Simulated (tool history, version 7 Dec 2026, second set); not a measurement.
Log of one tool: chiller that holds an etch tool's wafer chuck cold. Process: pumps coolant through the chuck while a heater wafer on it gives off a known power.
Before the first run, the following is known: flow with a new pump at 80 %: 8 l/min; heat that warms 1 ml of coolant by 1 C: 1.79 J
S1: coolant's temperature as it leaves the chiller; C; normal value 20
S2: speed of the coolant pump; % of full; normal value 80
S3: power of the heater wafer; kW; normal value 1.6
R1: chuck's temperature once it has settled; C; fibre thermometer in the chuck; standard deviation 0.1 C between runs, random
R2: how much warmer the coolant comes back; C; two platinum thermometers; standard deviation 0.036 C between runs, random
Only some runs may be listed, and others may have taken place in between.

{"run": 1, "day": 0.0, "S1": 20, "S2": 80, "S3": 1.6, "R1": 36.7, "R2": 6.69}
{"run": 2, "day": 2.217, "S1": 20, "S2": 80, "S3": 1.516, "R1": 35.8, "R2": 6.34}
{"run": 3, "day": 4.738, "S1": 20, "S2": 80, "S3": 1.516, "R1": 35.7, "R2": 6.48}
{"run": 4, "day": 6.542, "S1": 25, "S2": 80, "S3": 1.6, "R1": 41.6, "R2": 6.73}
{"run": 5, "day": 8.921, "S1": 18, "S2": 80, "S3": 1.6, "R1": 34.5, "R2": 6.82}
{"run": 6, "day": 10.958, "S1": 18, "S2": 80, "S3": 1.6, "R1": 34.8, "R2": 6.84}
{"run": 7, "day": 13.1, "S1": 14, "S2": 80, "S3": 1.6, "R1": 30.9, "R2": 6.87}
{"run": 8, "day": 15.604, "S1": 14, "S2": 80, "S3": 1.6, "R1": 30.7, "R2": 6.83}
{"run": 9, "day": 17.888, "S1": 14, "S2": 80, "S3": 1.6, "R1": 30.9, "R2": 6.89}
{"run": 10, "day": 19.688, "S1": 14, "S2": 80, "S3": 1.438, "R1": 29.1, "R2": 6.22}
{"run": 11, "day": 21.479, "S1": 14, "S2": 80, "S3": 1.438, "R1": 28.9, "R2": 6.25}
{"run": 12, "day": 23.229, "S1": 14, "S2": 80, "S3": 1.438, "R1": 29.1, "R2": 6.22}
{"day": 24.225, "done": "gauge calibrated"}
{"run": 13, "day": 24.783, "S1": 20, "S2": 80, "S3": 1.6, "R1": 36.7, "R2": 6.81}
{"run": 14, "day": 26.408, "S1": 20, "S2": 80, "S3": 1.6, "R1": 36.7, "R2": 6.74}
{"run": 15, "day": 28.204, "S1": 27, "S2": 80, "S3": 1.6, "R1": 43.7, "R2": 6.75}
{"day": 29.408, "done": "chiller's thermometer calibrated"}
{"run": 16, "day": 30.325, "S1": 27, "S2": 80, "S3": 1.6, "R1": 43.8, "R2": 6.77}
{"run": 17, "day": 32.488, "S1": 22, "S2": 80, "S3": 1.312, "R1": 35.6, "R2": 5.58}
{"run": 18, "day": 33.729, "S1": 20, "S2": 62, "S3": 1.6, "R1": 41.3, "R2": 8.85}
{"run": 19, "day": 36.029, "S1": 25, "S2": 94, "S3": 1.6, "R1": 39.6, "R2": 5.77}

Forecast run 20:
{"run": 20, "day": 38.504, "S1": 13, "S2": 97, "S3": 1.619, "R1": "?", "R2": "?"}

{"run 20": {"R1": 27.1, "R2": 5.74}}
Had the tool carried no hidden state, the very same run would have given R1 27.1 C, R2 5.61 C.

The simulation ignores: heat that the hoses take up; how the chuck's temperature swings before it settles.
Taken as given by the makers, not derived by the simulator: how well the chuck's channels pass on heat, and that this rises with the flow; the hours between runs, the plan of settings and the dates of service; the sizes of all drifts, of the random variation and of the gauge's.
